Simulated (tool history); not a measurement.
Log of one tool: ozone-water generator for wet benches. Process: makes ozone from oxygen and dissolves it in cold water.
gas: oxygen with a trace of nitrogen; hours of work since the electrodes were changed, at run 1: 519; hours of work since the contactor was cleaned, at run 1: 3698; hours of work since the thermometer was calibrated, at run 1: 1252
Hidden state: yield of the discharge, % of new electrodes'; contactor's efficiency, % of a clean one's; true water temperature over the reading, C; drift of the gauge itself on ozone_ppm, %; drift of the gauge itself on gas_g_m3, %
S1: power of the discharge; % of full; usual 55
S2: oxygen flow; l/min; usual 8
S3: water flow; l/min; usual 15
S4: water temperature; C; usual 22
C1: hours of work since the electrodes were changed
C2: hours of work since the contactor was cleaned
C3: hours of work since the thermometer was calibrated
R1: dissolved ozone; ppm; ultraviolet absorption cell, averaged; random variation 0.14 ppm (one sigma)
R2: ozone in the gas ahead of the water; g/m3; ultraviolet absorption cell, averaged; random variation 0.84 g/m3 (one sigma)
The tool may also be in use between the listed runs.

run,hour,S1,S2,S3,S4,C1,C2,C3,R1,R2
1,0,55,8,15,22,519,3698,1252,14.5,134.8
2,46.4,55,8,15,22,557,3736,1290,14.6,136.8
3,80.7,55,8,15,22,586,3765,1319,14.7,135.7
4,118.5,55,8,15,22,617,3796,1350,14.9,134.9
5,152.3,55,8,15,22,645,3824,1378,14.5,134
6,185.1,91,8,15,22,672,3851,1405,20.3,185.3
7,220.6,91,8,15,22,701,3880,1434,20.3,186.9
8,246.9,83,8,15,22,723,3902,1456,18.9,176.4
9,281,83,6.8,15,22,751,3930,1484,20,194.3
10,318,83,6.8,15,22,781,3961,1515,19.9,194.8
11,337.2,83,6.8,15,22,797,3977,1530,19.8,193.6
12,377.9,83,6.8,15,22,831,4010,1564,19.8,193.3
13,405.4,83,6.8,15,22,854,4033,1587,20.1,195.1
14,445.1,83,6.8,15,22,886,4066,1620,20,194.8
15,472.1,55,8,11,22,909,4088,1642,17.6,133.8
16,513.3,55,8,11,22,943,4122,1676,17.6,135
17,543.8,55,8,20,16,968,4147,1701,13.3,133.2
18,579.5,55,5.72,13,16,997,4177,1730,19.6,169.2
19,609.2,55,5.72,13,16,1022,4201,1755,19.6,166
20,643.6,91,6.06,15,25,1050,4230,1783,20.3,220.4
21,676.1,42,7.8,15,22,1077,4256,1810,12.2,115.5
22,698.9,55,4.38,14,22,1096,4275,1829,17.5,199
23,739.5,55,4.38,14,22,1130,4309,1863,17.8,198.3
24,769.4,55,4.38,14,22,1154,4333,1887,17.7,199.2
25,794.7,55,8,10,17,1175,4354,1908,20.6,133.6
26,830.3,55,8,10,17,1205,4384,1938,20.6,134.9
27,858.3,55,5.36,15,20,1228,4407,1961,16.5,173.2
28,880.8,55,6.57,15,22,1246,4425,1979,15.4,152.7
29,927.2,55,6.57,15,22,1285,4464,2018,15.2,153.9
30,957.1,55,4.81,14,22,1309,4488,2042,17.1,187
31,999.3,55,4.81,14,22,1344,4523,2077,17.2,185.2
32,1022.6,43,8,15,22,1363,4543,2096,12.4,114.3

Some steps in R1 between neighbouring runs. How much of each would the tool show without its hidden state too (settings, what came in, random variation), and how much is left for the hidden state, with any gauge scatter that isn't in both results?
Run 5 -> 6: S1 55 -> 91. R1 +5.8 ppm: hidden state -0.2, all else +6.
Run 17 -> 18: S2 8 -> 5.72, S3 20 -> 13. R1 +6.3 ppm: hidden state -0.3, all else +6.6.
Run 20 -> 21: S1 91 -> 42, S2 6.06 -> 7.8, S4 25 -> 22. R1 -8.1 ppm: hidden state +0.5, all else -8.6.
